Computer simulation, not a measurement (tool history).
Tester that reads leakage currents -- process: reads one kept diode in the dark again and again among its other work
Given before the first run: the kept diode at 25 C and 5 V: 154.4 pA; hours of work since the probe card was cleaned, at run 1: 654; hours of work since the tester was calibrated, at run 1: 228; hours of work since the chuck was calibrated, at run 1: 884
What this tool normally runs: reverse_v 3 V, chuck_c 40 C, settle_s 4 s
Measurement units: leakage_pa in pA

run,hour,reverse_v,chuck_c,settle_s,hours of work since the probe card was cleaned,hours of work since the tester was calibrated,hours of work since the chuck was calibrated,leakage_pa
1,0,3,40,4,654,228,884,370.95
2,203.4,3,40,4,793,367,1023,367.85
3,333.4,3,40,4,882,456,1112,367.28
4,543.2,3,40,4,1025,599,1255,363.13
5,643.2,3,42,4,1093,668,1323,420.17
# hour 739.6: chuck's temperature calibrated
6,815.1,1.77,36,4,1209,784,52,226.23
7,918.1,8.98,48,3.28,1280,854,122,1120.44
8,1092.8,9.06,40,4,1399,973,241,630.87
9,1280.8,4.5,24,0.3,1527,1102,369,137.19
10,1501.2,3,22,9.72,1678,1252,520,92.96

Each row is a separate what-if for the run after 10, all from the same tool condition, not one after another. Results?
A,1622.3,3,22,1.23,1761,1335,603,?
B,1622.3,3,36,0.4,1761,1335,603,?
C,1622.3,4.78,22,0.73,1761,1335,603,?
D,1622.3,13.46,27,2.2,1761,1335,603,?
E,1622.3,3,22,0.41,1761,1335,603,?

run,leakage_pa
A,93.64
B,279.65
C,115.77
D,275.17
E,94.99
Without the tool's unlogged condition, the same runs would have read:
run,leakage_pa
A,97.63
B,292.07
C,120.39
D,285.41
E,98.99
